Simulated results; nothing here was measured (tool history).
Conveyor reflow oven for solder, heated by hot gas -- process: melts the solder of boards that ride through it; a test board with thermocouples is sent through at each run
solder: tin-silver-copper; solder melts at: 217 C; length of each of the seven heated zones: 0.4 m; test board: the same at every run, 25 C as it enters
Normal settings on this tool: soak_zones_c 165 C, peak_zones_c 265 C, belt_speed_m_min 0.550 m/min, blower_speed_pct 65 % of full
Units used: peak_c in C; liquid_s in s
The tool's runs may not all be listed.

run   hour  soak_zones_c  peak_zones_c  belt_speed_m_min  blower_speed_pct  peak_c  liquid_s
  1    0.0           165           265             0.550                65   247.4      59.0
  2   23.0           165           265             0.550                65   246.5      59.0
  3   63.8           165           265             0.550                65   246.9      59.3
  4   96.7           165           265             0.543                65   246.7      59.3
  5  116.0           165           265             0.550                65   246.9      58.2
  6  139.9           165           265             0.550                65   246.8      56.7
  7  168.4           165           265             0.550                65   246.8      57.6
  8  209.9           165           265             0.550                65   246.8      57.5
  9  245.7           165           265             0.597                65   244.0      47.7
 10  282.0           165           265             0.597                65   243.6      47.2
 11  318.3           165           265             0.597                65   242.9      48.7
 12  351.6           165           265             0.597                65   243.5      48.6
 13  376.2           165           265             0.597                65   243.0      48.7
 14  407.6           173           265             0.550                65   247.6      61.2
     417.6  -- flux residue cleaned out of gas plates and filters
 15  432.8           173           265             0.550                65   249.9      63.9
 16  453.3           173           265             0.550                65   248.3      63.6
 17  491.2           173           265             0.550                65   249.3      64.4
 18  532.4           165           265             0.550                57   246.1      55.8
 19  573.1           165           265             0.550                57   245.3      56.7
 20  609.2           165           265             0.550                57   244.7      55.3
 21  643.5           168           265             0.583                65   245.9      53.8
 22  677.2           168           255             0.583                89   240.8      52.0

Run 23, settings as shown, results not yet in. Your forecast:
 23  695.0           150           253             0.464                71       ?         ?

{"run 23": {"peak_c": 240.6, "liquid_s": 57.6}}
Were there no unlogged condition in the tool, this run, its random variation unchanged, would have produced peak_c 243.5 C, liquid_s 61.1 s.
